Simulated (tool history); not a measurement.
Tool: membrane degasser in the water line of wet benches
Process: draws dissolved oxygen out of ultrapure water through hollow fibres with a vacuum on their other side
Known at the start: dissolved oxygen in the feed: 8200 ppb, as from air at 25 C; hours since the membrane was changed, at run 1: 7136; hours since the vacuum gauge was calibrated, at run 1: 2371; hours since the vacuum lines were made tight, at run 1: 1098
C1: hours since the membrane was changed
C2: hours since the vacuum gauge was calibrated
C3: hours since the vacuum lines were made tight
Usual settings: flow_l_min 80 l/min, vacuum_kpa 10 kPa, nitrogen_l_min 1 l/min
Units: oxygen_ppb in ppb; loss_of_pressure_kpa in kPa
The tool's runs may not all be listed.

{"run": 1, "hour": 0.0, "flow_l_min": 80, "vacuum_kpa": 10, "nitrogen_l_min": 1, "C1": 7136, "C2": 2371, "C3": 1098, "oxygen_ppb": 845.3, "loss_of_pressure_kpa": 32.66}
{"run": 2, "hour": 216.3, "flow_l_min": 80, "vacuum_kpa": 10, "nitrogen_l_min": 1, "C1": 7352, "C2": 2587, "C3": 1314, "oxygen_ppb": 847.6, "loss_of_pressure_kpa": 33.17}
{"run": 3, "hour": 393.1, "flow_l_min": 80, "vacuum_kpa": 20.9, "nitrogen_l_min": 1, "C1": 7529, "C2": 2764, "C3": 1491, "oxygen_ppb": 1957.8, "loss_of_pressure_kpa": 33.04}
{"run": 4, "hour": 516.3, "flow_l_min": 80, "vacuum_kpa": 20.9, "nitrogen_l_min": 1, "C1": 7652, "C2": 2887, "C3": 1614, "oxygen_ppb": 1963.5, "loss_of_pressure_kpa": 33.03}
{"run": 5, "hour": 754.8, "flow_l_min": 80, "vacuum_kpa": 20.9, "nitrogen_l_min": 1, "C1": 7891, "C2": 3126, "C3": 1853, "oxygen_ppb": 1957.5, "loss_of_pressure_kpa": 32.86}
{"run": 6, "hour": 984.7, "flow_l_min": 80, "vacuum_kpa": 20.9, "nitrogen_l_min": 1, "C1": 8121, "C2": 3356, "C3": 2083, "oxygen_ppb": 1952.7, "loss_of_pressure_kpa": 32.61}
{"run": 7, "hour": 1148.9, "flow_l_min": 80, "vacuum_kpa": 20.9, "nitrogen_l_min": 1, "C1": 8285, "C2": 3520, "C3": 2247, "oxygen_ppb": 1953.6, "loss_of_pressure_kpa": 32.72}
{"run": 8, "hour": 1403.8, "flow_l_min": 80, "vacuum_kpa": 10, "nitrogen_l_min": 1, "C1": 8540, "C2": 3775, "C3": 2502, "oxygen_ppb": 845.8, "loss_of_pressure_kpa": 32.83}
{"hour": 1484.0, "done": "vacuum gauge calibrated"}
{"run": 9, "hour": 1610.7, "flow_l_min": 80, "vacuum_kpa": 10, "nitrogen_l_min": 1, "C1": 8746, "C2": 127, "C3": 2708, "oxygen_ppb": 838, "loss_of_pressure_kpa": 33.05}
{"run": 10, "hour": 1773.0, "flow_l_min": 80, "vacuum_kpa": 10, "nitrogen_l_min": 1, "C1": 8908, "C2": 289, "C3": 2870, "oxygen_ppb": 846.1, "loss_of_pressure_kpa": 33.01}
{"run": 11, "hour": 1935.5, "flow_l_min": 80, "vacuum_kpa": 10, "nitrogen_l_min": 1, "C1": 9071, "C2": 452, "C3": 3033, "oxygen_ppb": 851.7, "loss_of_pressure_kpa": 32.92}
{"run": 12, "hour": 2213.7, "flow_l_min": 80, "vacuum_kpa": 10, "nitrogen_l_min": 0.82, "C1": 9349, "C2": 730, "C3": 3311, "oxygen_ppb": 957.4, "loss_of_pressure_kpa": 32.79}
{"run": 13, "hour": 2362.3, "flow_l_min": 80, "vacuum_kpa": 10, "nitrogen_l_min": 1.39, "C1": 9498, "C2": 878, "C3": 3460, "oxygen_ppb": 678.2, "loss_of_pressure_kpa": 32.78}
{"run": 14, "hour": 2496.3, "flow_l_min": 80, "vacuum_kpa": 10, "nitrogen_l_min": 0.69, "C1": 9632, "C2": 1012, "C3": 3594, "oxygen_ppb": 1057, "loss_of_pressure_kpa": 33.22}
{"run": 15, "hour": 2617.5, "flow_l_min": 80, "vacuum_kpa": 13.9, "nitrogen_l_min": 1, "C1": 9753, "C2": 1133, "C3": 3715, "oxygen_ppb": 1276.2, "loss_of_pressure_kpa": 33.32}
{"run": 16, "hour": 2741.6, "flow_l_min": 80, "vacuum_kpa": 13.9, "nitrogen_l_min": 1, "C1": 9877, "C2": 1258, "C3": 3839, "oxygen_ppb": 1275.7, "loss_of_pressure_kpa": 33.11}
{"run": 17, "hour": 2884.0, "flow_l_min": 83, "vacuum_kpa": 8.9, "nitrogen_l_min": 1, "C1": 10019, "C2": 1400, "C3": 3981, "oxygen_ppb": 733.7, "loss_of_pressure_kpa": 34.26}
{"run": 18, "hour": 3099.2, "flow_l_min": 81, "vacuum_kpa": 9.8, "nitrogen_l_min": 1, "C1": 10234, "C2": 1615, "C3": 4197, "oxygen_ppb": 827.7, "loss_of_pressure_kpa": 33.29}
{"run": 19, "hour": 3263.1, "flow_l_min": 81, "vacuum_kpa": 9.8, "nitrogen_l_min": 0.89, "C1": 10398, "C2": 1779, "C3": 4361, "oxygen_ppb": 890.8, "loss_of_pressure_kpa": 33.32}
{"run": 20, "hour": 3488.4, "flow_l_min": 119, "vacuum_kpa": 9.8, "nitrogen_l_min": 0.44, "C1": 10624, "C2": 2004, "C3": 4586, "oxygen_ppb": 1534.1, "loss_of_pressure_kpa": 48.77}
{"run": 21, "hour": 3643.3, "flow_l_min": 67, "vacuum_kpa": 10.6, "nitrogen_l_min": 1.93, "C1": 10779, "C2": 2159, "C3": 4741, "oxygen_ppb": 504.1, "loss_of_pressure_kpa": 27.51}
{"run": 22, "hour": 3910.8, "flow_l_min": 82, "vacuum_kpa": 16.6, "nitrogen_l_min": 1.93, "C1": 11046, "C2": 2427, "C3": 5008, "oxygen_ppb": 1015.6, "loss_of_pressure_kpa": 33.97}
{"run": 23, "hour": 4046.3, "flow_l_min": 108, "vacuum_kpa": 11.3, "nitrogen_l_min": 1, "C1": 11182, "C2": 2562, "C3": 5144, "oxygen_ppb": 1195.8, "loss_of_pressure_kpa": 44.16}
{"run": 24, "hour": 4234.7, "flow_l_min": 80, "vacuum_kpa": 6.8, "nitrogen_l_min": 0.57, "C1": 11370, "C2": 2751, "C3": 5332, "oxygen_ppb": 646.6, "loss_of_pressure_kpa": 32.75}
{"run": 25, "hour": 4449.9, "flow_l_min": 80, "vacuum_kpa": 6.8, "nitrogen_l_min": 2.36, "C1": 11585, "C2": 2966, "C3": 5547, "oxygen_ppb": 248.4, "loss_of_pressure_kpa": 32.89}
{"run": 26, "hour": 4597.0, "flow_l_min": 80, "vacuum_kpa": 6.8, "nitrogen_l_min": 2.36, "C1": 11732, "C2": 3113, "C3": 5694, "oxygen_ppb": 249.2, "loss_of_pressure_kpa": 32.82}
{"run": 27, "hour": 4797.7, "flow_l_min": 80, "vacuum_kpa": 6.8, "nitrogen_l_min": 2.36, "C1": 11933, "C2": 3314, "C3": 5895, "oxygen_ppb": 248.7, "loss_of_pressure_kpa": 32.93}
{"run": 28, "hour": 4984.6, "flow_l_min": 80, "vacuum_kpa": 6.8, "nitrogen_l_min": 2.36, "C1": 12120, "C2": 3501, "C3": 6082, "oxygen_ppb": 249.5, "loss_of_pressure_kpa": 33.06}
{"run": 29, "hour": 5196.5, "flow_l_min": 55, "vacuum_kpa": 6.3, "nitrogen_l_min": 0.88, "C1": 12332, "C2": 3713, "C3": 6294, "oxygen_ppb": 338.2, "loss_of_pressure_kpa": 22.77}
{"hour": 5348.9, "done": "vacuum gauge calibrated"}
{"run": 30, "hour": 5348.9, "flow_l_min": 126, "vacuum_kpa": 11.8, "nitrogen_l_min": 2.02, "C1": 12484, "C2": 0, "C3": 6446, "oxygen_ppb": 906.2, "loss_of_pressure_kpa": 52.16}
{"run": 31, "hour": 5562.4, "flow_l_min": 126, "vacuum_kpa": 11.8, "nitrogen_l_min": 2.02, "C1": 12697, "C2": 214, "C3": 6659, "oxygen_ppb": 907.8, "loss_of_pressure_kpa": 52.14}

3 ways to go on from here, each from the tool as it stands after run 31. What would each give?
{"hour": 5799.7, "done": "seals of the vacuum lines changed"}
{"run": "A", "hour": 5799.7, "flow_l_min": 67, "vacuum_kpa": 12.5, "nitrogen_l_min": 0.66, "C1": 12933, "C2": 449, "C3": 0, "oxygen_ppb": "?", "loss_of_pressure_kpa": "?"}
{"hour": 5799.7, "done": "seals of the vacuum lines changed"}
{"run": "B", "hour": 5799.7, "flow_l_min": 84, "vacuum_kpa": 11.8, "nitrogen_l_min": 0.88, "C1": 12933, "C2": 449, "C3": 0, "oxygen_ppb": "?", "loss_of_pressure_kpa": "?"}
{"hour": 5799.7, "done": "seals of the vacuum lines changed"}
{"run": "C", "hour": 5799.7, "flow_l_min": 80, "vacuum_kpa": 20, "nitrogen_l_min": 1.07, "C1": 12933, "C2": 449, "C3": 0, "oxygen_ppb": "?", "loss_of_pressure_kpa": "?"}

run=A oxygen_ppb=1294 loss_of_pressure_kpa=27.69
run=B oxygen_ppb=1172.8 loss_of_pressure_kpa=35.01
run=C oxygen_ppb=1798.5 loss_of_pressure_kpa=32.95
Without the tool's hidden state the same runs would have given:
run=A oxygen_ppb=1293.9 loss_of_pressure_kpa=27.65
run=B oxygen_ppb=1172.7 loss_of_pressure_kpa=34.97
run=C oxygen_ppb=1798.5 loss_of_pressure_kpa=32.91

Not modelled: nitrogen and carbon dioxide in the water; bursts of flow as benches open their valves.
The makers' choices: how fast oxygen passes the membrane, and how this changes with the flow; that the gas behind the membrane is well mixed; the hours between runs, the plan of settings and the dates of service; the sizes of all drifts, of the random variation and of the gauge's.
